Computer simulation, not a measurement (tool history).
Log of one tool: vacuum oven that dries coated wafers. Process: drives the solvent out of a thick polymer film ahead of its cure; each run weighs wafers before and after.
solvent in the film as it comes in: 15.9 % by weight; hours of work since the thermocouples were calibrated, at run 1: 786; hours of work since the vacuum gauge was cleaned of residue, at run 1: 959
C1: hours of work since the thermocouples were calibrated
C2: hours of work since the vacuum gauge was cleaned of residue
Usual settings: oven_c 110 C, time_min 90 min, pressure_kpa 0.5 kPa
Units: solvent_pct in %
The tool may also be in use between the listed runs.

run 1 day=0 | oven_c=110 time_min=90 pressure_kpa=0.5 | C1=786 C2=959 | solvent_pct=1.5
run 2 day=3.392 | oven_c=110 time_min=90 pressure_kpa=0.5 | C1=847 C2=1020 | solvent_pct=1.5
run 3 day=6.971 | oven_c=99 time_min=90 pressure_kpa=0.5 | C1=911 C2=1084 | solvent_pct=3.77
run 4 day=10.583 | oven_c=99 time_min=90 pressure_kpa=0.5 | C1=976 C2=1149 | solvent_pct=3.82
run 5 day=14.496 | oven_c=99 time_min=90 pressure_kpa=0.5 | C1=1046 C2=1219 | solvent_pct=3.82
run 6 day=18.229 | oven_c=99 time_min=90 pressure_kpa=0.5 | C1=1113 C2=1286 | solvent_pct=3.92
run 7 day=21.633 | oven_c=99 time_min=90 pressure_kpa=0.5 | C1=1174 C2=1347 | solvent_pct=3.87
run 8 day=25.342 | oven_c=110 time_min=90 pressure_kpa=0.5 | C1=1240 C2=1413 | solvent_pct=1.65
run 9 day=27.233 | oven_c=110 time_min=90 pressure_kpa=0.899 | C1=1274 C2=1447 | solvent_pct=1.78
-- day=28.879 oven's thermocouples calibrated
run 10 day=29.579 | oven_c=124 time_min=90 pressure_kpa=0.5 | C1=12 C2=1488 | solvent_pct=0.36
run 11 day=31.433 | oven_c=110 time_min=90 pressure_kpa=0.5 | C1=46 C2=1521 | solvent_pct=1.48
run 12 day=33.9 | oven_c=110 time_min=90 pressure_kpa=0.5 | C1=90 C2=1565 | solvent_pct=1.5
run 13 day=37.425 | oven_c=110 time_min=90 pressure_kpa=0.5 | C1=153 C2=1629 | solvent_pct=1.49
run 14 day=40.183 | oven_c=110 time_min=90 pressure_kpa=0.5 | C1=203 C2=1678 | solvent_pct=1.51
run 15 day=42.325 | oven_c=110 time_min=90 pressure_kpa=0.5 | C1=241 C2=1716 | solvent_pct=1.46
run 16 day=44.646 | oven_c=101 time_min=103 pressure_kpa=0.269 | C1=283 C2=1758 | solvent_pct=2.65
run 17 day=46.321 | oven_c=101 time_min=70 pressure_kpa=0.864 | C1=313 C2=1788 | solvent_pct=4.48
run 18 day=48.442 | oven_c=99 time_min=114 pressure_kpa=0.981 | C1=351 C2=1826 | solvent_pct=3.17
run 19 day=50.329 | oven_c=99 time_min=114 pressure_kpa=0.981 | C1=385 C2=1860 | solvent_pct=3.03
run 20 day=53.029 | oven_c=99 time_min=114 pressure_kpa=0.981 | C1=433 C2=1908 | solvent_pct=3.13
run 21 day=54.742 | oven_c=99 time_min=114 pressure_kpa=0.981 | C1=464 C2=1939 | solvent_pct=3.15
run 22 day=57.988 | oven_c=99 time_min=114 pressure_kpa=0.981 | C1=522 C2=1997 | solvent_pct=3.2
run 23 day=59.867 | oven_c=121 time_min=155 pressure_kpa=0.981 | C1=556 C2=2031 | solvent_pct=0.48
run 24 day=62.104 | oven_c=121 time_min=155 pressure_kpa=0.981 | C1=596 C2=2071 | solvent_pct=0.59
run 25 day=65.658 | oven_c=118 time_min=129 pressure_kpa=0.617 | C1=659 C2=2135 | solvent_pct=0.53
run 26 day=67.492 | oven_c=123 time_min=62 pressure_kpa=0.5 | C1=692 C2=2168 | solvent_pct=0.84
run 27 day=69.329 | oven_c=123 time_min=62 pressure_kpa=0.5 | C1=725 C2=2201 | solvent_pct=0.95
run 28 day=71.854 | oven_c=123 time_min=62 pressure_kpa=0.5 | C1=770 C2=2246 | solvent_pct=0.91

Forecast each of these 4 alternatives for the next run:
run A day=74.271 | oven_c=106 time_min=146 pressure_kpa=1.734 | C1=814 C2=2289 | solvent_pct=?
run B day=74.271 | oven_c=115 time_min=50 pressure_kpa=0.5 | C1=814 C2=2289 | solvent_pct=?
run C day=74.271 | oven_c=110 time_min=71 pressure_kpa=0.529 | C1=814 C2=2289 | solvent_pct=?
run D day=74.271 | oven_c=124 time_min=129 pressure_kpa=0.5 | C1=814 C2=2289 | solvent_pct=?

run=A solvent_pct=1.85
run=B solvent_pct=2.75
run=C solvent_pct=2.49
run=D solvent_pct=0.42
Without the tool's hidden state the same runs would have given:
run=A solvent_pct=1.39
run=B solvent_pct=2.41
run=C solvent_pct=2.09
run=D solvent_pct=0.19
